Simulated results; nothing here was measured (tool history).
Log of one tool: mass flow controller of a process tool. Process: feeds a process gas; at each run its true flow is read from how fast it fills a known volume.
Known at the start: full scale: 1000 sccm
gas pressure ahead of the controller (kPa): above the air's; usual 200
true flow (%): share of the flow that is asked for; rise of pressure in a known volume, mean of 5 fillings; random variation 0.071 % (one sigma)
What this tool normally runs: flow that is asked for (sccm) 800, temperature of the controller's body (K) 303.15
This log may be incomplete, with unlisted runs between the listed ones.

run	hour	flow that is asked for (sccm)	gas pressure ahead of the controller (kPa)	temperature of the controller's body (K)	true flow (%)
1	0	800	200	303.15	99.55
2	34.8	691	200	303.15	99.36
3	106.6	800	200	293.15	99.4
4	153.1	800	200	293.15	99.6
5	202.4	800	200	293.15	99.75
6	254.7	800	200	293.15	99.85
7	329.2	800	200	295.15	99.99
8	378.8	800	200	301.15	100.24
9	445	800	200	303.15	100.44
10	512.6	800	203	303.15	100.6
11	564.2	800	203	303.15	100.67
12	631.6	553	246	294.15	99.69
13	693.9	800	200	309.15	100.92
14	736.6	242	200	301.15	99.37
15	792.6	242	231	295.15	99.26
16	825.8	657	170	311.15	101.04
# hour 831.6: gauge calibrated
17	896.1	657	170	311.15	99.4
18	937.2	456	142	309.15	99.09
19	1008.6	756	179	298.15	99.67
20	1077.1	143	272	303.15	97.98
21	1134.6	143	272	303.15	98.14
22	1171.1	143	272	303.15	98.22

4 options for the next run, each taken on its own from the tool as it stands now. Forecast them:
A	1232.3	423	272	295.15	?
B	1232.3	340	144	312.15	?
C	1232.3	143	202	303.15	?
D	1232.3	613	200	293.15	?

run	true flow (%)
A	98.87
B	99.41
C	98.55
D	99.65
Without the tool's unlogged condition, the same runs would have read:
run	true flow (%)
A	98.11
B	98.65
C	97.79
D	98.89

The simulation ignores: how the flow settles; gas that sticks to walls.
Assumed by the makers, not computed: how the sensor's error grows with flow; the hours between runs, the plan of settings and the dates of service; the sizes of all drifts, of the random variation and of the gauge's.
